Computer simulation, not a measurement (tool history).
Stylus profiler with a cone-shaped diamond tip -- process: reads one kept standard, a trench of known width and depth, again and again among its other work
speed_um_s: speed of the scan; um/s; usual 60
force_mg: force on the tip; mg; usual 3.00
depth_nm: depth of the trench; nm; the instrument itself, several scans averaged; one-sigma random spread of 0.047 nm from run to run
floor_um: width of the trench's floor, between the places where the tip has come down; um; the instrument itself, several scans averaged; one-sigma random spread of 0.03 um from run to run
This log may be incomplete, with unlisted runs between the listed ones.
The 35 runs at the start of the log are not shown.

run 36 day=92.504 | speed_um_s=170 force_mg=3.42 | depth_nm=505.14 floor_um=25.91
run 37 day=95.800 | speed_um_s=64 force_mg=1.53 | depth_nm=503.03 floor_um=26.09
run 38 day=98.629 | speed_um_s=60 force_mg=8.32 | depth_nm=509.04 floor_um=26.28
run 39 day=101.512 | speed_um_s=71 force_mg=8.32 | depth_nm=508.96 floor_um=26.21
run 40 day=105.175 | speed_um_s=71 force_mg=8.32 | depth_nm=509.08 floor_um=26.14
run 41 day=108.462 | speed_um_s=71 force_mg=8.32 | depth_nm=509.13 floor_um=26.20
run 42 day=112.304 | speed_um_s=150 force_mg=4.31 | depth_nm=506.09 floor_um=25.85
run 43 day=114.917 | speed_um_s=34 force_mg=3.73 | depth_nm=505.53 floor_um=26.14
run 44 day=117.967 | speed_um_s=110 force_mg=3.00 | depth_nm=504.88 floor_um=25.90
run 45 day=120.746 | speed_um_s=110 force_mg=3.00 | depth_nm=504.86 floor_um=25.87

Forecast each of these 3 alternatives for the next run:
run A day=122.671 | speed_um_s=73 force_mg=1.81 | depth_nm=? floor_um=?
run B day=122.671 | speed_um_s=60 force_mg=5.45 | depth_nm=? floor_um=?
run C day=122.671 | speed_um_s=137 force_mg=1.24 | depth_nm=? floor_um=?

run=A depth_nm=503.62 floor_um=25.91
run=B depth_nm=507.02 floor_um=26.07
run=C depth_nm=502.97 floor_um=25.56
Without the tool's hidden state the same runs would have given:
run=A depth_nm=503.14 floor_um=27.05
run=B depth_nm=506.53 floor_um=27.21
run=C depth_nm=502.49 floor_um=26.70
